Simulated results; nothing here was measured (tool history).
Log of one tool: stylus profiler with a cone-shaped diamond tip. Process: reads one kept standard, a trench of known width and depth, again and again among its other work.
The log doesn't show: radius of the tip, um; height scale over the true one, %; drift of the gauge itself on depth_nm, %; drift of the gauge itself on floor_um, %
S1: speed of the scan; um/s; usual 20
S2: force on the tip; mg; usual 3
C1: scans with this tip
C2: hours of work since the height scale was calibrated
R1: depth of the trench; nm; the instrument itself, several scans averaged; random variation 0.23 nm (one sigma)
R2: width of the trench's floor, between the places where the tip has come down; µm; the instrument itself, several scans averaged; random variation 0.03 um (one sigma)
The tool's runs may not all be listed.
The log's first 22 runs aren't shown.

{"run": 23, "hour": 380.4, "S1": 21, "S2": 8.86, "C1": 4450, "C2": 541, "R1": 1021.98, "R2": 16.11}
{"run": 24, "hour": 400.0, "S1": 20, "S2": 3.47, "C1": 4546, "C2": 553, "R1": 1010.91, "R2": 16.14}
{"run": 25, "hour": 413.0, "S1": 19, "S2": 6.49, "C1": 4610, "C2": 560, "R1": 1017.55, "R2": 16.11}
{"run": 26, "hour": 435.0, "S1": 19, "S2": 6.49, "C1": 4719, "C2": 574, "R1": 1017.52, "R2": 16.1}
{"run": 27, "hour": 453.7, "S1": 27, "S2": 1.24, "C1": 4811, "C2": 585, "R1": 1003.77, "R2": 15.92}
{"run": 28, "hour": 479.9, "S1": 19, "S2": 2.68, "C1": 4940, "C2": 601, "R1": 1008.58, "R2": 16.03}
{"run": 29, "hour": 506.7, "S1": 47, "S2": 2.68, "C1": 5072, "C2": 617, "R1": 1008.15, "R2": 16}
{"run": 30, "hour": 521.0, "S1": 23, "S2": 4.48, "C1": 5142, "C2": 625, "R1": 1012.46, "R2": 16.04}
{"hour": 523.4, "done": "height scale calibrated on a step standard"}
{"run": 31, "hour": 537.4, "S1": 21, "S2": 7.39, "C1": 5221, "C2": 8, "R1": 1017.09, "R2": 16.06}
{"run": 32, "hour": 552.5, "S1": 21, "S2": 7.39, "C1": 5295, "C2": 17, "R1": 1017.41, "R2": 16.02}
{"run": 33, "hour": 566.0, "S1": 8, "S2": 8.42, "C1": 5362, "C2": 26, "R1": 1018.81, "R2": 16.03}
{"run": 34, "hour": 588.2, "S1": 8, "S2": 8.42, "C1": 5471, "C2": 39, "R1": 1018.86, "R2": 15.99}
{"run": 35, "hour": 611.2, "S1": 27, "S2": 3.2, "C1": 5584, "C2": 53, "R1": 1007.71, "R2": 16}

Run 36 comes next. What will it give?
{"run": 36, "hour": 637.8, "S1": 6, "S2": 4.55, "C1": 5715, "C2": 68, "R1": "?", "R2": "?"}

R1: 1010.93 nm
R2: 16.01 µm
Without the tool's hidden state the same run would have given R1 1015.43 nm, R2 16.55 µm.

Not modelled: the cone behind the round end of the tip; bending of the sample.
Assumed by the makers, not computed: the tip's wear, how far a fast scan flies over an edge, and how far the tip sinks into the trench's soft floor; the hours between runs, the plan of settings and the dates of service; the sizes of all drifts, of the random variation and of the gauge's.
